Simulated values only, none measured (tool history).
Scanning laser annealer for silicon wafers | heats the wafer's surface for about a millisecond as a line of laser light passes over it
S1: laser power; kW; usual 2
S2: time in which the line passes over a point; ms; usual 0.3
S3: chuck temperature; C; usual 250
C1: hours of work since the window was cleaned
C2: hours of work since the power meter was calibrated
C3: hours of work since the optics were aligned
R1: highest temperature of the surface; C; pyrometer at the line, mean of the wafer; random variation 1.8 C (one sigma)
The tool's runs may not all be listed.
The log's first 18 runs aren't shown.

| run | day | S1 | S2 | S3 | C1 | C2 | C3 | R1 |
|---|---|---|---|---|---|---|---|---|
| 19 | 46.792 | 2 | 0.3 | 285 | 131 | 1619 | 118 | 1085 |
|  | 48.817 | optics aligned, line set to its width, once more |
| 20 | 48.962 | 2 | 0.3 | 250 | 164 | 1652 | 2 | 1060 |
| 21 | 52.496 | 1.794 | 0.372 | 237 | 223 | 1711 | 61 | 1044 |
| 22 | 55.25 | 2.03 | 0.374 | 237 | 269 | 1757 | 108 | 1148 |
| 23 | 57.592 | 2.012 | 0.279 | 225 | 309 | 1796 | 147 | 992 |
| 24 | 59.288 | 2 | 0.274 | 250 | 337 | 1824 | 175 | 1002 |
| 25 | 62.542 | 2 | 0.334 | 236 | 391 | 1879 | 230 | 1063 |
|  | 62.9 | window over the wafer cleaned |
| 26 | 65.296 | 2 | 0.334 | 236 | 40 | 1923 | 274 | 1107 |
| 27 | 67.488 | 2.087 | 0.3 | 225 | 77 | 1960 | 311 | 1077 |
| 28 | 70.529 | 1.762 | 0.3 | 217 | 128 | 2011 | 362 | 930 |
| 29 | 72.312 | 2 | 0.365 | 213 | 157 | 2041 | 391 | 1109 |
| 30 | 75.796 | 1.737 | 0.242 | 218 | 216 | 2099 | 450 | 837 |
| 31 | 78.704 | 2.17 | 0.242 | 218 | 264 | 2148 | 498 | 987 |
| 32 | 81.129 | 2.17 | 0.242 | 218 | 305 | 2188 | 539 | 985 |
| 33 | 84.446 | 2.17 | 0.242 | 218 | 360 | 2244 | 594 | 978 |
|  | 86.612 | window over the wafer cleaned |
| 34 | 86.883 | 2.17 | 0.32 | 240 | 4 | 2283 | 634 | 1164 |
| 35 | 90.088 | 1.732 | 0.256 | 277 | 58 | 2336 | 687 | 924 |
| 36 | 93.592 | 1.792 | 0.3 | 276 | 117 | 2395 | 746 | 999 |
|  | 97.008 | optics aligned, line set to its width |
| 37 | 97.021 | 1.792 | 0.3 | 276 | 171 | 2449 | 0 | 1002 |
| 38 | 99.146 | 2 | 0.3 | 284 | 206 | 2484 | 36 | 1092 |
| 39 | 101.088 | 2 | 0.3 | 284 | 239 | 2517 | 68 | 1089 |
| 40 | 104.4 | 2 | 0.254 | 250 | 294 | 2572 | 124 | 983 |

Forecast each of these 4 alternatives for the next run:
| A | 107.079 | 2.19 | 0.338 | 276 | 339 | 2617 | 168 | ? |
| B | 107.079 | 2 | 0.29 | 250 | 339 | 2617 | 168 | ? |
| C | 107.079 | 2.007 | 0.254 | 218 | 339 | 2617 | 168 | ? |
| D | 107.079 | 2 | 0.235 | 255 | 339 | 2617 | 168 | ? |

| run | R1 |
|---|---|
| A | 1205 |
| B | 1030 |
| C | 947 |
| D | 952 |
Without the tool's hidden state the same runs would have given:
| run | R1 |
|---|---|
| A | 1252 |
| B | 1069 |
| C | 983 |
| D | 987 |

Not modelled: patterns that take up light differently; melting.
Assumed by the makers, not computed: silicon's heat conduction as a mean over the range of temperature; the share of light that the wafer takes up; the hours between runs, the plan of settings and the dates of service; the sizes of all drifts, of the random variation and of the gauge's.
